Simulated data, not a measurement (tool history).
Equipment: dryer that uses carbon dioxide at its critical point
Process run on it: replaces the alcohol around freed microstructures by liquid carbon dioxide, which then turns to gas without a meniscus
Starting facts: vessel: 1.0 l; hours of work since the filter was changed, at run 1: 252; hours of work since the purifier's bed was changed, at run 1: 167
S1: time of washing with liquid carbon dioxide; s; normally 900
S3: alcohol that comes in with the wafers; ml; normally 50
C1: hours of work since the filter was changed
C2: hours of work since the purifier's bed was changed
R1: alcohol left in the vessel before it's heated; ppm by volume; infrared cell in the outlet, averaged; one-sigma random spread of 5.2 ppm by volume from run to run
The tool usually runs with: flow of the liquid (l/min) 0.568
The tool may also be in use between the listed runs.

run 1 hour=0.0 | S1=900 flow_of_the_liquid_(l/min)=0.568 S3=50 | C1=252 C2=167 | R1=171
run 2 hour=14.0 | S1=900 flow_of_the_liquid_(l/min)=0.568 S3=24 | C1=263 C2=178 | R1=114
run 3 hour=26.5 | S1=900 flow_of_the_liquid_(l/min)=0.568 S3=24 | C1=273 C2=188 | R1=118
-- hour=32.6 inlet filter changed
run 4 hour=53.4 | S1=900 flow_of_the_liquid_(l/min)=0.568 S3=24 | C1=16 C2=208 | R1=109
run 5 hour=78.5 | S1=900 flow_of_the_liquid_(l/min)=0.568 S3=79 | C1=35 C2=227 | R1=206
run 6 hour=97.8 | S1=900 flow_of_the_liquid_(l/min)=0.568 S3=79 | C1=50 C2=242 | R1=223
run 7 hour=128.4 | S1=900 flow_of_the_liquid_(l/min)=0.568 S3=79 | C1=74 C2=265 | R1=232
run 8 hour=146.6 | S1=900 flow_of_the_liquid_(l/min)=0.568 S3=33 | C1=88 C2=279 | R1=142
run 9 hour=169.7 | S1=900 flow_of_the_liquid_(l/min)=0.568 S3=50 | C1=105 C2=297 | R1=193
run 10 hour=193.7 | S1=900 flow_of_the_liquid_(l/min)=0.568 S3=50 | C1=124 C2=315 | R1=197
run 11 hour=222.7 | S1=900 flow_of_the_liquid_(l/min)=0.568 S3=50 | C1=146 C2=338 | R1=214
run 12 hour=253.0 | S1=900 flow_of_the_liquid_(l/min)=0.349 S3=50 | C1=169 C2=361 | R1=1372
run 13 hour=276.0 | S1=900 flow_of_the_liquid_(l/min)=0.349 S3=50 | C1=187 C2=379 | R1=1377
run 14 hour=296.2 | S1=900 flow_of_the_liquid_(l/min)=0.568 S3=50 | C1=202 C2=394 | R1=229
run 15 hour=310.1 | S1=900 flow_of_the_liquid_(l/min)=0.568 S3=50 | C1=213 C2=405 | R1=234
run 16 hour=326.8 | S1=900 flow_of_the_liquid_(l/min)=0.568 S3=50 | C1=226 C2=418 | R1=232
run 17 hour=353.8 | S1=900 flow_of_the_liquid_(l/min)=0.568 S3=50 | C1=247 C2=438 | R1=255
run 18 hour=379.5 | S1=660 flow_of_the_liquid_(l/min)=0.568 S3=110 | C1=266 C2=458 | R1=1410
-- hour=394.0 inlet filter changed
run 19 hour=402.5 | S1=660 flow_of_the_liquid_(l/min)=0.568 S3=110 | C1=7 C2=475 | R1=1158
run 20 hour=417.4 | S1=780 flow_of_the_liquid_(l/min)=0.369 S3=51 | C1=18 C2=486 | R1=1646
run 21 hour=438.3 | S1=900 flow_of_the_liquid_(l/min)=0.344 S3=92 | C1=34 C2=503 | R1=2288

Predict the results of run 22:
run 22 hour=464.7 | S1=900 flow_of_the_liquid_(l/min)=0.344 S3=92 | C1=54 C2=523 | R1=?

Run 22 gave R1 2332 ppm by volume.
On a tool with no hidden condition, and with the same random variation, this run would have come out at R1 2062 ppm by volume.
